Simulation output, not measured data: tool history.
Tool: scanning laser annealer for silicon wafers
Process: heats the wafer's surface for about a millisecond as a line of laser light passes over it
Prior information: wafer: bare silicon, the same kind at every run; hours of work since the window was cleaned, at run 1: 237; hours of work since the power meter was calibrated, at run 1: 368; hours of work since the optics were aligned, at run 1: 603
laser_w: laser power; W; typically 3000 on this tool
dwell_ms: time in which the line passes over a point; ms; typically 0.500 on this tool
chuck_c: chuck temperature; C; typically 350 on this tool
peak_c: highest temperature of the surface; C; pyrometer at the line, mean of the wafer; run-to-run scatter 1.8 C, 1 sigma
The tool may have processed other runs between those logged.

run   hour  laser_w  dwell_ms  chuck_c  hours of work since the window was cleaned  hours of work since the power meter was calibrated  hours of work since the optics were aligned  peak_c
  1    0.0     3000     0.500      350                                         237                                                 368                                          603    1054
  2   57.6     3000     0.491      350                                         263                                                 395                                          629    1047
  3  111.1     3000     0.500      350                                         287                                                 419                                          654    1055
  4  148.1     3000     0.575      350                                         304                                                 436                                          671    1110
  5  182.7     3000     0.575      350                                         320                                                 451                                          686    1110
  6  211.5     3000     0.575      350                                         333                                                 465                                          699    1108
     233.0  -- window over the wafer cleaned
  7  266.0     3000     0.575      350                                          15                                                 488                                          723    1113
  8  323.1     3000     0.575      350                                          41                                                 514                                          749    1111
  9  364.2     3000     0.500      350                                          60                                                 533                                          768    1054
     404.7  -- optics aligned, line set to its width
 10  404.7     3000     0.500      350                                          76                                                 549                                            0    1054
 11  466.2     3000     0.500      350                                         104                                                 577                                           28    1054
 12  520.3     3000     0.500      350                                         128                                                 602                                           53    1053
 13  583.2     3000     0.500      350                                         157                                                 630                                           81    1056
 14  641.8     3000     0.489      310                                         183                                                 657                                          108    1004
 15  668.6     3000     0.352      382                                         196                                                 669                                          120     959
 16  712.0     3000     0.508      325                                         215                                                 689                                          140    1037

Forecast run 17:
 17  748.6     3000     0.508      325                                         232                                                 705                                          156       ?

Run 17 measured peak_c 1036 C.
If the tool had no hidden condition, the same run with the same run-to-run variation would have returned peak_c 1037 C.
